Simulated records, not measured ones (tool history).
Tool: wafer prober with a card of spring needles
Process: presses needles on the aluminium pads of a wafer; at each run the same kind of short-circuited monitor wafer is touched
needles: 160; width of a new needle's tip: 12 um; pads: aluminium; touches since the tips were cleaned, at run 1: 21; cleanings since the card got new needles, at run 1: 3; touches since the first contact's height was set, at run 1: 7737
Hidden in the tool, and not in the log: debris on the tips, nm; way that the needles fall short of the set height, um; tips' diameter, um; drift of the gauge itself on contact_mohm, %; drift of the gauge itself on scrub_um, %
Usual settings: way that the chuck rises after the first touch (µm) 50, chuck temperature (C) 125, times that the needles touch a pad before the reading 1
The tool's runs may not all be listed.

run	hour	way that the chuck rises after the first touch (µm)	chuck temperature (C)	times that the needles touch a pad before the reading	touches since the tips were cleaned	cleanings since the card got new needles	touches since the first contact's height was set	resistance of one needle with its contact and lead (mohm)	way that a needle slides on the pad (µm)
1	0	50	125	1	21	3	7737	217	12.19
# hour 3.2: tips cleaned on abrasive film
# hour 6.4: tips cleaned on abrasive film
# hour 9.5: tips cleaned on abrasive film
# hour 12.7: tips cleaned on abrasive film
# hour 16.7: tips cleaned on abrasive film
# hour 20.6: tips cleaned on abrasive film
# hour 23.8: tips cleaned on abrasive film
# hour 27.8: tips cleaned on abrasive film
# hour 31: tips cleaned on abrasive film
# hour 34.9: tips cleaned on abrasive film
# hour 38.1: tips cleaned on abrasive film
# hour 41.3: tips cleaned on abrasive film
# hour 45.2: tips cleaned on abrasive film
# hour 48.4: tips cleaned on abrasive film
# hour 51.6: tips cleaned on abrasive film
2	54.2	50	125	1	1738	18	42911	214	12.01
# hour 55.1: tips cleaned on abrasive film
# hour 59: tips cleaned on abrasive film
# hour 63: tips cleaned on abrasive film
# hour 66.1: tips cleaned on abrasive film
# hour 70.1: tips cleaned on abrasive film
# hour 73.3: tips cleaned on abrasive film
# hour 77.2: tips cleaned on abrasive film
# hour 81.2: tips cleaned on abrasive film
# hour 84.4: tips cleaned on abrasive film
# hour 88.3: tips cleaned on abrasive film
# hour 92.3: tips cleaned on abrasive film
# hour 96.2: tips cleaned on abrasive film
# hour 99.4: tips cleaned on abrasive film
3	99.7	50	125	1	163	31	72396	216	12.27
# hour 102.8: tips cleaned on abrasive film
# hour 106: tips cleaned on abrasive film
# hour 110: tips cleaned on abrasive film
# hour 113.9: tips cleaned on abrasive film
# hour 117.1: tips cleaned on abrasive film
# hour 121.1: tips cleaned on abrasive film
# hour 125: tips cleaned on abrasive film
# hour 128.2: tips cleaned on abrasive film
# hour 132.1: tips cleaned on abrasive film
# hour 136.1: tips cleaned on abrasive film
4	137.9	50	125	1	1176	41	97235	216	12.2
# hour 139.5: tips cleaned on abrasive film
# hour 143.4: tips cleaned on abrasive film
# hour 146.6: tips cleaned on abrasive film
# hour 149.2: height of the first contact set anew
# hour 150.9: tips cleaned on abrasive film
# hour 154.8: tips cleaned on abrasive film
# hour 158: tips cleaned on abrasive film
# hour 161.2: tips cleaned on abrasive film
# hour 165.2: tips cleaned on abrasive film
# hour 169.1: tips cleaned on abrasive film
5	171.9	50	125	1	1860	50	14720	217	12.15
# hour 172.8: tips cleaned on abrasive film
# hour 176.7: tips cleaned on abrasive film
# hour 179.9: tips cleaned on abrasive film
# hour 183.1: tips cleaned on abrasive film
# hour 186.3: tips cleaned on abrasive film
# hour 190.2: tips cleaned on abrasive film
# hour 193.4: tips cleaned on abrasive film
# hour 196.6: tips cleaned on abrasive film
# hour 200.5: tips cleaned on abrasive film
# hour 204.5: tips cleaned on abrasive film
# hour 208.4: tips cleaned on abrasive film
# hour 212.4: tips cleaned on abrasive film
6	215.1	50	125	3	1842	62	42795	216	12.2
# hour 216: tips cleaned on abrasive film
# hour 220: tips cleaned on abrasive film
# hour 223.1: tips cleaned on abrasive film
# hour 227.1: tips cleaned on abrasive film
# hour 231.1: tips cleaned on abrasive film
# hour 235: tips cleaned on abrasive film
# hour 239: tips cleaned on abrasive film
# hour 242.1: tips cleaned on abrasive film
# hour 246.1: tips cleaned on abrasive film
# hour 249.3: tips cleaned on abrasive film
# hour 253.2: tips cleaned on abrasive film
7	254.9	50	125	3	1145	73	68631	217	12.11
# hour 256.6: tips cleaned on abrasive film
# hour 260.5: tips cleaned on abrasive film
# hour 263.7: tips cleaned on abrasive film
# hour 267.7: tips cleaned on abrasive film
# hour 271.6: tips cleaned on abrasive film
# hour 275.6: tips cleaned on abrasive film
# hour 279.5: tips cleaned on abrasive film
# hour 283.5: tips cleaned on abrasive film
# hour 286.7: tips cleaned on abrasive film
8	287.6	50	125	3	611	82	89818	216	12.17
# hour 290: tips cleaned on abrasive film
# hour 293.2: tips cleaned on abrasive film
# hour 297.1: tips cleaned on abrasive film
# hour 301.1: tips cleaned on abrasive film
# hour 304.3: tips cleaned on abrasive film
# hour 307.4: tips cleaned on abrasive film
# hour 310.1: height of the first contact set anew
# hour 311.7: tips cleaned on abrasive film
# hour 314.9: tips cleaned on abrasive film
9	315.7	40	125	1	557	90	3644	218	9.76
# hour 318.1: tips cleaned on abrasive film
# hour 322.1: tips cleaned on abrasive film
# hour 326: tips cleaned on abrasive film
# hour 329.2: tips cleaned on abrasive film
# hour 333.2: tips cleaned on abrasive film
# hour 337.1: tips cleaned on abrasive film
# hour 340.3: tips cleaned on abrasive film
# hour 344.2: tips cleaned on abrasive film
# hour 347.4: tips cleaned on abrasive film
# hour 351: tips cleaned on abrasive film
10	351	40	125	1	0	100	26511	216	9.88
# hour 354.9: tips cleaned on abrasive film
# hour 358.9: tips cleaned on abrasive film
# hour 362.8: tips cleaned on abrasive film
# hour 366.8: tips cleaned on abrasive film
# hour 370: tips cleaned on abrasive film
# hour 373.9: tips cleaned on abrasive film
# hour 377.1: tips cleaned on abrasive film
# hour 381: tips cleaned on abrasive film
# hour 385: tips cleaned on abrasive film
# hour 388.2: tips cleaned on abrasive film
# hour 392.1: tips cleaned on abrasive film
# hour 396.1: tips cleaned on abrasive film
# hour 400: tips cleaned on abrasive film
# hour 403.2: tips cleaned on abrasive film
# hour 407.2: tips cleaned on abrasive film
# hour 410.4: tips cleaned on abrasive film
11	411.7	50	43	1	900	116	65991	200	12.18
# hour 414.1: tips cleaned on abrasive film
# hour 418.1: tips cleaned on abrasive film
# hour 421.2: tips cleaned on abrasive film
# hour 424.4: tips cleaned on abrasive film
# hour 428.4: tips cleaned on abrasive film
# hour 431.6: tips cleaned on abrasive film
# hour 435.5: tips cleaned on abrasive film
# hour 439.5: tips cleaned on abrasive film
# hour 443.4: tips cleaned on abrasive film
# hour 447.4: tips cleaned on abrasive film
12	447.9	38	105	2	336	126	89475	215	9.29
# hour 451.1: tips cleaned on abrasive film
# hour 455: tips cleaned on abrasive film
# hour 458.2: tips cleaned on abrasive film
# hour 462.1: tips cleaned on abrasive film
# hour 465.3: tips cleaned on abrasive film
# hour 468.5: tips cleaned on abrasive film
# hour 471.1: height of the first contact set anew
# hour 472.8: tips cleaned on abrasive film
# hour 475.9: tips cleaned on abrasive film
# hour 479.9: tips cleaned on abrasive film
# hour 483.8: tips cleaned on abrasive film
13	483.8	38	105	2	0	136	8191	215	9.27
# hour 487: tips cleaned on abrasive film
# hour 490.9: tips cleaned on abrasive film
# hour 494.1: tips cleaned on abrasive film
# hour 498.1: tips cleaned on abrasive film
# hour 502: tips cleaned on abrasive film
# hour 506: tips cleaned on abrasive film
# hour 509.1: tips cleaned on abrasive film
# hour 513.1: tips cleaned on abrasive film
# hour 516.3: tips cleaned on abrasive film
# hour 520.2: tips cleaned on abrasive film
# hour 523.4: tips cleaned on abrasive film
# hour 527.4: tips cleaned on abrasive film
14	529.5	38	105	2	1420	148	37903	216	9.26
# hour 531.1: tips cleaned on abrasive film
# hour 535.1: tips cleaned on abrasive film
# hour 538.3: tips cleaned on abrasive film
# hour 542.2: tips cleaned on abrasive film
# hour 546.2: tips cleaned on abrasive film
# hour 550.1: tips cleaned on abrasive film
# hour 554.1: tips cleaned on abrasive film
# hour 557.3: tips cleaned on abrasive film
# hour 561.2: tips cleaned on abrasive film
# hour 564.4: tips cleaned on abrasive film
# hour 568.3: tips cleaned on abrasive film
# hour 571.5: tips cleaned on abrasive film
# hour 575.5: tips cleaned on abrasive film
# hour 579.4: tips cleaned on abrasive film
# hour 583.4: tips cleaned on abrasive film
# hour 587.3: tips cleaned on abrasive film
# hour 590.5: tips cleaned on abrasive film
# hour 594.5: tips cleaned on abrasive film
15	595.5	38	105	2	677	166	80762	213	9.21

Forecast each of these 5 alternatives for the next run:
# hour 597.9: tips cleaned on abrasive film
# hour 601.9: tips cleaned on abrasive film
# hour 605.8: tips cleaned on abrasive film
# hour 609: tips cleaned on abrasive film
# hour 612.9: tips cleaned on abrasive film
# hour 616.1: tips cleaned on abrasive film
# hour 620.1: tips cleaned on abrasive film
# hour 624: tips cleaned on abrasive film
# hour 627.2: tips cleaned on abrasive film
# hour 631.2: tips cleaned on abrasive film
# hour 632.2: height of the first contact set anew
# hour 635.3: tips cleaned on abrasive film
A	635.3	60	29	3	0	177	1959	?	?
# hour 597.9: tips cleaned on abrasive film
# hour 601.9: tips cleaned on abrasive film
# hour 605.8: tips cleaned on abrasive film
# hour 609: tips cleaned on abrasive film
# hour 612.9: tips cleaned on abrasive film
# hour 616.1: tips cleaned on abrasive film
# hour 620.1: tips cleaned on abrasive film
# hour 624: tips cleaned on abrasive film
# hour 627.2: tips cleaned on abrasive film
# hour 631.2: tips cleaned on abrasive film
# hour 632.2: height of the first contact set anew
# hour 635.3: tips cleaned on abrasive film
B	635.3	58	27	1	0	177	1959	?	?
# hour 597.9: tips cleaned on abrasive film
# hour 601.9: tips cleaned on abrasive film
# hour 605.8: tips cleaned on abrasive film
# hour 609: tips cleaned on abrasive film
# hour 612.9: tips cleaned on abrasive film
# hour 616.1: tips cleaned on abrasive film
# hour 620.1: tips cleaned on abrasive film
# hour 624: tips cleaned on abrasive film
# hour 627.2: tips cleaned on abrasive film
# hour 631.2: tips cleaned on abrasive film
# hour 632.2: height of the first contact set anew
# hour 635.3: tips cleaned on abrasive film
C	635.3	65	125	1	0	177	1959	?	?
# hour 597.9: tips cleaned on abrasive film
# hour 601.9: tips cleaned on abrasive film
# hour 605.8: tips cleaned on abrasive film
# hour 609: tips cleaned on abrasive film
# hour 612.9: tips cleaned on abrasive film
# hour 616.1: tips cleaned on abrasive film
# hour 620.1: tips cleaned on abrasive film
# hour 624: tips cleaned on abrasive film
# hour 627.2: tips cleaned on abrasive film
# hour 631.2: tips cleaned on abrasive film
# hour 632.2: height of the first contact set anew
# hour 635.3: tips cleaned on abrasive film
D	635.3	30	28	2	0	177	1959	?	?
# hour 597.9: tips cleaned on abrasive film
# hour 601.9: tips cleaned on abrasive film
# hour 605.8: tips cleaned on abrasive film
# hour 609: tips cleaned on abrasive film
# hour 612.9: tips cleaned on abrasive film
# hour 616.1: tips cleaned on abrasive film
# hour 620.1: tips cleaned on abrasive film
# hour 624: tips cleaned on abrasive film
# hour 627.2: tips cleaned on abrasive film
# hour 631.2: tips cleaned on abrasive film
# hour 632.2: height of the first contact set anew
# hour 635.3: tips cleaned on abrasive film
E	635.3	39	28	2	0	177	1959	?	?

run	resistance of one needle with its contact and lead (mohm)	way that a needle slides on the pad (µm)
A	196	14.65
B	196	14.18
C	213	15.66
D	199	7.42
E	200	9.6
Without the tool's hidden state the same runs would have given:
run	resistance of one needle with its contact and lead (mohm)	way that a needle slides on the pad (µm)
A	196	14.65
B	196	14.18
C	213	15.66
D	199	7.42
E	200	9.6
